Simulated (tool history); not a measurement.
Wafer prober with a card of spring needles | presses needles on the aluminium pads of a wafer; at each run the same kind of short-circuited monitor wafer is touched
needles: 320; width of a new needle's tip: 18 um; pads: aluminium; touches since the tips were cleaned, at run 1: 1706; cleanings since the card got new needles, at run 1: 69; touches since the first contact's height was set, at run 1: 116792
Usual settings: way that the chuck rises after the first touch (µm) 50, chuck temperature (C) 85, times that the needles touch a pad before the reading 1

run,hour,way that the chuck rises after the first touch (µm),chuck temperature (C),times that the needles touch a pad before the reading,touches since the tips were cleaned,cleanings since the card got new needles,touches since the first contact's height was set,resistance of one needle with its contact and lead (mohm),way that a needle slides on the pad (µm)
1,0,50,85,1,1706,69,116792,183,8.74
# hour 12.2: tips cleaned on abrasive film
# hour 29.8: tips cleaned on abrasive film
2,34.4,50,85,1,1407,71,127123,186,8.73
# hour 48: tips cleaned on abrasive film
3,50.5,50,85,2,763,72,131951,186,8.78
# hour 56.7: height of the first contact set anew
# hour 67.2: tips cleaned on abrasive film
4,68,50,85,1,260,73,3387,183,8.75
# hour 84.9: tips cleaned on abrasive film
5,100.9,50,85,1,4831,74,13274,185,8.76
# hour 104.4: tips cleaned on abrasive film
# hour 122.5: tips cleaned on abrasive film
6,125.6,50,85,2,933,76,20680,189,8.76
# hour 139.6: tips cleaned on abrasive film
# hour 156.7: tips cleaned on abrasive film
7,157.9,50,85,2,345,78,30360,187,8.76
# hour 176.1: tips cleaned on abrasive film
8,191.8,50,85,2,4746,79,40571,185,8.73
# hour 193.6: tips cleaned on abrasive film
9,207.1,50,85,2,4051,80,45141,186,8.74
# hour 212.8: tips cleaned on abrasive film
# hour 230.8: tips cleaned on abrasive film
10,235.6,50,85,2,1454,82,53684,185,8.72
# hour 249.6: tips cleaned on abrasive film
# hour 267.4: tips cleaned on abrasive film
11,270.4,50,85,2,913,84,64146,185,8.7
# hour 285.8: tips cleaned on abrasive film
12,301.3,50,85,2,4694,85,73443,189,8.76
# hour 303.8: tips cleaned on abrasive film
13,320.1,34,85,3,4931,86,79084,195,5.93
# hour 321.9: tips cleaned on abrasive film
# hour 340.2: tips cleaned on abrasive film
14,342.9,50,114,2,833,88,85902,194,8.68
# hour 359.5: tips cleaned on abrasive film
15,362.3,46,114,1,832,89,91713,194,7.99
# hour 377: tips cleaned on abrasive film
16,390.6,46,114,1,4094,90,100227,194,8.01
# hour 396.2: tips cleaned on abrasive film
# hour 413.7: tips cleaned on abrasive film
17,416.8,33,29,2,922,92,108074,182,5.75
# hour 433.4: tips cleaned on abrasive film
18,439.9,33,29,2,1958,93,115006,185,5.77
# hour 450.7: tips cleaned on abrasive film
# hour 470.2: tips cleaned on abrasive film
19,476.6,33,29,2,1942,95,126037,180,5.71
# hour 487.5: tips cleaned on abrasive film
20,494.1,33,29,2,1992,96,131289,185,5.73
# hour 502.6: height of the first contact set anew
# hour 506: tips cleaned on abrasive film
# hour 523.5: tips cleaned on abrasive film
21,523.7,33,29,2,67,98,6331,180,5.72
# hour 541.1: tips cleaned on abrasive film
22,555.5,50,93,1,4373,99,15899,185,8.67
# hour 558.4: tips cleaned on abrasive film
# hour 576.2: tips cleaned on abrasive film
23,581,66,102,1,1441,101,23520,182,11.46
# hour 596.3: tips cleaned on abrasive film
24,599,30,30,1,840,102,28935,190,5.19

3 ways to go on from here, each from the tool as it stands after run 24. What would each give?
# hour 614.4: tips cleaned on abrasive film
A,614.7,50,85,1,97,103,33636,?,?
# hour 614.4: tips cleaned on abrasive film
B,614.7,50,88,1,97,103,33636,?,?
# hour 614.4: tips cleaned on abrasive film
C,614.7,64,76,2,97,103,33636,?,?

run,resistance of one needle with its contact and lead (mohm),way that a needle slides on the pad (µm)
A,187,8.69
B,186,8.65
C,179,11.04
Without the tool's hidden state the same runs would have given:
run,resistance of one needle with its contact and lead (mohm),way that a needle slides on the pad (µm)
A,187,8.81
B,186,8.76
C,179,11.18
